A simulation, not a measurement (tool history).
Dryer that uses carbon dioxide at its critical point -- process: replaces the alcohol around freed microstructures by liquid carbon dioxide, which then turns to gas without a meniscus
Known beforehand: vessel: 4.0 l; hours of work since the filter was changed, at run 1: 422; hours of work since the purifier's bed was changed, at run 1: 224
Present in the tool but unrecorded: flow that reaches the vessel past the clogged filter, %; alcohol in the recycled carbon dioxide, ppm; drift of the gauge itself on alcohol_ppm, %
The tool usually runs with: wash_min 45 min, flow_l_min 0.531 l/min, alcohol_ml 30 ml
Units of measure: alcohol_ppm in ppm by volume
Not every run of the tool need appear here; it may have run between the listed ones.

run   hour  wash_min  flow_l_min  alcohol_ml  hours of work since the filter was changed  hours of work since the purifier's bed was changed  alcohol_ppm
  1      0        45       0.531          30                                         422                                                 224          134
  2   18.1        31       0.531          30                                         430                                                 232          445
  3   32.7        31       0.531          30                                         437                                                 239          434
  4   63.4        47       0.531          30                                         451                                                 253          127
  5   80.7        47       0.337          30                                         459                                                 261          525
  6  101.4        45        0.34          30                                         469                                                 270          564
  7  130.3        45       0.328          30                                         482                                                 284          615
       134  -- inlet filter changed
  8  157.1        45       0.328          30                                          11                                                 295          409
  9  172.7        45       0.531          79                                          18                                                 303          192
 10  196.4        45       0.531          24                                          29                                                 314           84
 11  221.4        62       0.341          24                                          40                                                 325          126
 12  245.2        53       0.353          30                                          51                                                 336          213
 13  273.6        57       0.569          30                                          64                                                 349           56
 14  305.6        40       0.335          33                                          79                                                 364          617
 15    319        45       0.588          24                                          85                                                 370           77
 16  344.3        65       0.883          30                                          96                                                 381           46
 17  357.7        65       0.883          30                                         103                                                 387           45

Measured minus without-hidden-state, run by run (identical run-to-run variation in each term; gauge scatter may differ):
run  alcohol_ppm
  1          +72
  2         +174
  3         +175
  4          +71
  5         +202
  6         +217
  7         +241
  8          +38
  9          +37
 10          +35
 11          +39
 12          +47
 13          +37
 14          +79
 15          +42
 16          +38
 17          +38
